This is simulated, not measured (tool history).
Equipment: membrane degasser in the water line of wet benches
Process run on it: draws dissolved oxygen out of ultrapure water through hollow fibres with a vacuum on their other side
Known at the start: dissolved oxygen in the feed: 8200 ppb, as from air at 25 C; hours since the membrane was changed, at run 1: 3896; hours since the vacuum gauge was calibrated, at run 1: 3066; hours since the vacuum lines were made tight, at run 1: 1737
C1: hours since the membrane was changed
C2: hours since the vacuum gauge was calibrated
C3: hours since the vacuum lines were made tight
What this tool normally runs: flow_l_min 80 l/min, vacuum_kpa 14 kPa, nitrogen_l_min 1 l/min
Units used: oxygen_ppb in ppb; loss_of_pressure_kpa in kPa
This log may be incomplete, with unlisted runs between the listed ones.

run 1 day=0 | flow_l_min=80 vacuum_kpa=14 nitrogen_l_min=1 | C1=3896 C2=3066 C3=1737 | oxygen_ppb=1360.2 loss_of_pressure_kpa=56.63
run 2 day=3.879 | flow_l_min=92 vacuum_kpa=14 nitrogen_l_min=1 | C1=3989 C2=3159 C3=1830 | oxygen_ppb=1516.4 loss_of_pressure_kpa=65.01
run 3 day=7.242 | flow_l_min=80 vacuum_kpa=29.8 nitrogen_l_min=1 | C1=4070 C2=3239 C3=1910 | oxygen_ppb=2728.7 loss_of_pressure_kpa=56.3
run 4 day=8.971 | flow_l_min=80 vacuum_kpa=14 nitrogen_l_min=1 | C1=4112 C2=3281 C3=1952 | oxygen_ppb=1377.9 loss_of_pressure_kpa=56.3
run 5 day=12.029 | flow_l_min=80 vacuum_kpa=14 nitrogen_l_min=1 | C1=4185 C2=3354 C3=2025 | oxygen_ppb=1365.6 loss_of_pressure_kpa=56.33
run 6 day=16.021 | flow_l_min=80 vacuum_kpa=14 nitrogen_l_min=1 | C1=4281 C2=3450 C3=2121 | oxygen_ppb=1352.9 loss_of_pressure_kpa=56.28
run 7 day=18.667 | flow_l_min=80 vacuum_kpa=14 nitrogen_l_min=1 | C1=4344 C2=3514 C3=2185 | oxygen_ppb=1369.5 loss_of_pressure_kpa=56.59
run 8 day=22.446 | flow_l_min=80 vacuum_kpa=14 nitrogen_l_min=1 | C1=4435 C2=3604 C3=2275 | oxygen_ppb=1360 loss_of_pressure_kpa=56.29
run 9 day=26.425 | flow_l_min=80 vacuum_kpa=14 nitrogen_l_min=1 | C1=4531 C2=3700 C3=2371 | oxygen_ppb=1368.1 loss_of_pressure_kpa=56.25
run 10 day=28.971 | flow_l_min=80 vacuum_kpa=14 nitrogen_l_min=1 | C1=4592 C2=3761 C3=2432 | oxygen_ppb=1382.2 loss_of_pressure_kpa=56.36
run 11 day=30.846 | flow_l_min=80 vacuum_kpa=14 nitrogen_l_min=0.74 | C1=4637 C2=3806 C3=2477 | oxygen_ppb=1623.4 loss_of_pressure_kpa=56.17
run 12 day=32.721 | flow_l_min=80 vacuum_kpa=14 nitrogen_l_min=0.74 | C1=4682 C2=3851 C3=2522 | oxygen_ppb=1602.6 loss_of_pressure_kpa=56.21
run 13 day=34.417 | flow_l_min=80 vacuum_kpa=14 nitrogen_l_min=0.74 | C1=4722 C2=3892 C3=2563 | oxygen_ppb=1609.8 loss_of_pressure_kpa=56.4
run 14 day=36.675 | flow_l_min=80 vacuum_kpa=14 nitrogen_l_min=0.74 | C1=4777 C2=3946 C3=2617 | oxygen_ppb=1602.4 loss_of_pressure_kpa=57.04
run 15 day=38.904 | flow_l_min=80 vacuum_kpa=14 nitrogen_l_min=0.74 | C1=4830 C2=3999 C3=2670 | oxygen_ppb=1607.7 loss_of_pressure_kpa=55.74
run 16 day=41.075 | flow_l_min=80 vacuum_kpa=14 nitrogen_l_min=0.74 | C1=4882 C2=4051 C3=2722 | oxygen_ppb=1624.5 loss_of_pressure_kpa=56.26
run 17 day=44.467 | flow_l_min=80 vacuum_kpa=14 nitrogen_l_min=0.74 | C1=4964 C2=4133 C3=2804 | oxygen_ppb=1616.6 loss_of_pressure_kpa=56.23
run 18 day=48.146 | flow_l_min=49 vacuum_kpa=14 nitrogen_l_min=0.55 | C1=5052 C2=4221 C3=2892 | oxygen_ppb=1397.4 loss_of_pressure_kpa=34.39
run 19 day=51.946 | flow_l_min=55 vacuum_kpa=13.5 nitrogen_l_min=0.75 | C1=5143 C2=4312 C3=2983 | oxygen_ppb=1198.8 loss_of_pressure_kpa=38.85
run 20 day=55.958 | flow_l_min=51 vacuum_kpa=10.1 nitrogen_l_min=1.41 | C1=5239 C2=4409 C3=3080 | oxygen_ppb=516.7 loss_of_pressure_kpa=35.55
run 21 day=57.667 | flow_l_min=80 vacuum_kpa=14 nitrogen_l_min=2.81 | C1=5280 C2=4450 C3=3121 | oxygen_ppb=713.6 loss_of_pressure_kpa=56.15
run 22 day=60 | flow_l_min=80 vacuum_kpa=14 nitrogen_l_min=2.86 | C1=5336 C2=4506 C3=3177 | oxygen_ppb=696.6 loss_of_pressure_kpa=56.11
-- day=62.042 vacuum gauge calibrated
run 23 day=64.025 | flow_l_min=69 vacuum_kpa=19.6 nitrogen_l_min=0.88 | C1=5432 C2=48 C3=3273 | oxygen_ppb=1882.1 loss_of_pressure_kpa=48.38
run 24 day=66.279 | flow_l_min=69 vacuum_kpa=19.6 nitrogen_l_min=0.88 | C1=5487 C2=102 C3=3327 | oxygen_ppb=1850.8 loss_of_pressure_kpa=48.98
run 25 day=70.062 | flow_l_min=61 vacuum_kpa=24.5 nitrogen_l_min=0.88 | C1=5577 C2=192 C3=3418 | oxygen_ppb=2102.6 loss_of_pressure_kpa=42.61
run 26 day=72.021 | flow_l_min=61 vacuum_kpa=24.5 nitrogen_l_min=0.88 | C1=5624 C2=239 C3=3465 | oxygen_ppb=2118.1 loss_of_pressure_kpa=43.26
run 27 day=75.379 | flow_l_min=96 vacuum_kpa=13.4 nitrogen_l_min=1.95 | C1=5705 C2=320 C3=3545 | oxygen_ppb=1011.5 loss_of_pressure_kpa=67.5
run 28 day=77.554 | flow_l_min=96 vacuum_kpa=13.4 nitrogen_l_min=1.95 | C1=5757 C2=372 C3=3597 | oxygen_ppb=1033.8 loss_of_pressure_kpa=67.82
run 29 day=80.988 | flow_l_min=97 vacuum_kpa=14 nitrogen_l_min=0.65 | C1=5840 C2=455 C3=3680 | oxygen_ppb=1929.6 loss_of_pressure_kpa=68.35
run 30 day=83.821 | flow_l_min=97 vacuum_kpa=14 nitrogen_l_min=0.65 | C1=5908 C2=523 C3=3748 | oxygen_ppb=1930.6 loss_of_pressure_kpa=68.67
run 31 day=87.446 | flow_l_min=97 vacuum_kpa=14 nitrogen_l_min=0.65 | C1=5995 C2=610 C3=3835 | oxygen_ppb=1945.2 loss_of_pressure_kpa=68.47
run 32 day=90.788 | flow_l_min=80 vacuum_kpa=31.2 nitrogen_l_min=1 | C1=6075 C2=690 C3=3915 | oxygen_ppb=2867.8 loss_of_pressure_kpa=56.55
run 33 day=94.65 | flow_l_min=65 vacuum_kpa=19.2 nitrogen_l_min=2.53 | C1=6167 C2=783 C3=4008 | oxygen_ppb=866.8 loss_of_pressure_kpa=45.91

For each entry between runs, how does the tool's hidden state at the last listed run before it compare with that at the first listed run after it?
Logged between run 22 and run 23: vacuum gauge calibrated (day 62.042)
  nothing in the hidden state changes from one run to the other
